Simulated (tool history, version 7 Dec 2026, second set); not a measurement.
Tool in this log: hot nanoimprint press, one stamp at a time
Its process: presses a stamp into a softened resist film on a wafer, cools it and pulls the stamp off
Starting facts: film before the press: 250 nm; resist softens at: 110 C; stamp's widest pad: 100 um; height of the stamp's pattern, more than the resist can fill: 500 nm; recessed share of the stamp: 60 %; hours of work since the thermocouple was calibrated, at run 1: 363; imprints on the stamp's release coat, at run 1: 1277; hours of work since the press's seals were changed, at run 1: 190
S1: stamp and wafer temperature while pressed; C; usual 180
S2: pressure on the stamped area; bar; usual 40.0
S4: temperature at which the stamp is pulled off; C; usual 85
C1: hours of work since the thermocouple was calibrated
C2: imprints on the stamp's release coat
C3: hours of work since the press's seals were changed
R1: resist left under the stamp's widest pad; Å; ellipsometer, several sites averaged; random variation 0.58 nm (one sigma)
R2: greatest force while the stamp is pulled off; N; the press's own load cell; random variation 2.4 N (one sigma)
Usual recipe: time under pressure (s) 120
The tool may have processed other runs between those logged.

run 1 hour=0.0 | S1=180 S2=40.0 time_under_pressure_(s)=120 S4=85 | C1=363 C2=1277 C3=190 | R1=1292 R2=122
run 2 hour=11.9 | S1=180 S2=40.0 time_under_pressure_(s)=82 S4=85 | C1=370 C2=1307 C3=197 | R1=1465 R2=122
run 3 hour=25.4 | S1=180 S2=40.0 time_under_pressure_(s)=82 S4=85 | C1=377 C2=1341 C3=204 | R1=1475 R2=122
run 4 hour=32.5 | S1=180 S2=61.5 time_under_pressure_(s)=120 S4=85 | C1=381 C2=1359 C3=208 | R1=1084 R2=121
run 5 hour=42.5 | S1=180 S2=61.5 time_under_pressure_(s)=120 S4=85 | C1=387 C2=1384 C3=214 | R1=1082 R2=119
run 6 hour=49.5 | S1=180 S2=61.5 time_under_pressure_(s)=120 S4=85 | C1=391 C2=1401 C3=218 | R1=1071 R2=125
run 7 hour=56.5 | S1=180 S2=40.0 time_under_pressure_(s)=120 S4=85 | C1=395 C2=1419 C3=222 | R1=1286 R2=124
run 8 hour=63.8 | S1=180 S2=40.0 time_under_pressure_(s)=120 S4=85 | C1=399 C2=1437 C3=226 | R1=1282 R2=122
run 9 hour=76.0 | S1=180 S2=40.0 time_under_pressure_(s)=120 S4=85 | C1=406 C2=1468 C3=233 | R1=1278 R2=123
run 10 hour=84.7 | S1=192 S2=40.0 time_under_pressure_(s)=120 S4=85 | C1=411 C2=1490 C3=238 | R1=709 R2=122
run 11 hour=92.0 | S1=180 S2=40.0 time_under_pressure_(s)=120 S4=85 | C1=415 C2=1508 C3=242 | R1=1285 R2=122
run 12 hour=99.0 | S1=180 S2=40.0 time_under_pressure_(s)=120 S4=85 | C1=419 C2=1526 C3=246 | R1=1291 R2=124
-- hour=112.8 stamp cleaned and given a new release coat
run 13 hour=116.1 | S1=180 S2=40.0 time_under_pressure_(s)=120 S4=85 | C1=426 C2=9 C3=253 | R1=1273 R2=123
run 14 hour=122.3 | S1=180 S2=40.0 time_under_pressure_(s)=191 S4=85 | C1=429 C2=24 C3=256 | R1=1080 R2=122
run 15 hour=129.1 | S1=180 S2=40.0 time_under_pressure_(s)=191 S4=85 | C1=433 C2=41 C3=260 | R1=1067 R2=117
run 16 hour=136.1 | S1=180 S2=40.0 time_under_pressure_(s)=191 S4=85 | C1=437 C2=59 C3=264 | R1=1067 R2=119
run 17 hour=147.8 | S1=190 S2=40.0 time_under_pressure_(s)=120 S4=82 | C1=444 C2=88 C3=271 | R1=774 R2=124
run 18 hour=154.0 | S1=190 S2=40.0 time_under_pressure_(s)=185 S4=89 | C1=447 C2=104 C3=274 | R1=641 R2=116
run 19 hour=160.6 | S1=190 S2=40.0 time_under_pressure_(s)=185 S4=89 | C1=451 C2=120 C3=278 | R1=637 R2=112
run 20 hour=167.1 | S1=190 S2=40.0 time_under_pressure_(s)=185 S4=89 | C1=455 C2=137 C3=282 | R1=645 R2=115
run 21 hour=173.7 | S1=186 S2=60.2 time_under_pressure_(s)=87 S4=86 | C1=458 C2=153 C3=286 | R1=917 R2=117
run 22 hour=182.7 | S1=186 S2=60.2 time_under_pressure_(s)=87 S4=86 | C1=464 C2=176 C3=291 | R1=908 R2=115
run 23 hour=195.3 | S1=174 S2=35.4 time_under_pressure_(s)=101 S4=82 | C1=471 C2=208 C3=298 | R1=1772 R2=132
run 24 hour=205.1 | S1=174 S2=35.4 time_under_pressure_(s)=101 S4=82 | C1=476 C2=232 C3=303 | R1=1779 R2=132
run 25 hour=218.4 | S1=180 S2=52.4 time_under_pressure_(s)=120 S4=76 | C1=484 C2=266 C3=311 | R1=1140 R2=139
run 26 hour=226.2 | S1=180 S2=47.6 time_under_pressure_(s)=99 S4=85 | C1=488 C2=285 C3=316 | R1=1281 R2=121
-- hour=231.7 plate thermocouple calibrated
run 27 hour=236.2 | S1=180 S2=47.6 time_under_pressure_(s)=99 S4=91 | C1=3 C2=303 C3=320 | R1=1271 R2=105
run 28 hour=245.8 | S1=180 S2=46.0 time_under_pressure_(s)=72 S4=73 | C1=8 C2=327 C3=325 | R1=1428 R2=150
-- hour=256.1 gauge calibrated
run 29 hour=256.4 | S1=180 S2=46.6 time_under_pressure_(s)=148 S4=73 | C1=14 C2=354 C3=331 | R1=1126 R2=147
run 30 hour=267.3 | S1=180 S2=46.6 time_under_pressure_(s)=148 S4=73 | C1=20 C2=381 C3=337 | R1=1118 R2=146

Below are 3 alternative next runs, each starting from the tool's condition after run 30. Predict each:
run A hour=277.9 | S1=176 S2=40.0 time_under_pressure_(s)=120 S4=71 | C1=26 C2=408 C3=343 | R1=? R2=?
run B hour=277.9 | S1=180 S2=46.6 time_under_pressure_(s)=148 S4=81 | C1=26 C2=408 C3=343 | R1=? R2=?
run C hour=277.9 | S1=172 S2=44.1 time_under_pressure_(s)=86 S4=85 | C1=26 C2=408 C3=343 | R1=? R2=?

run=A R1=1540 R2=148
run=B R1=1122 R2=129
run=C R1=1876 R2=123
Without the tool's hidden state the same runs would have given:
run=A R1=1542 R2=148
run=B R1=1123 R2=129
run=C R1=1879 R2=123

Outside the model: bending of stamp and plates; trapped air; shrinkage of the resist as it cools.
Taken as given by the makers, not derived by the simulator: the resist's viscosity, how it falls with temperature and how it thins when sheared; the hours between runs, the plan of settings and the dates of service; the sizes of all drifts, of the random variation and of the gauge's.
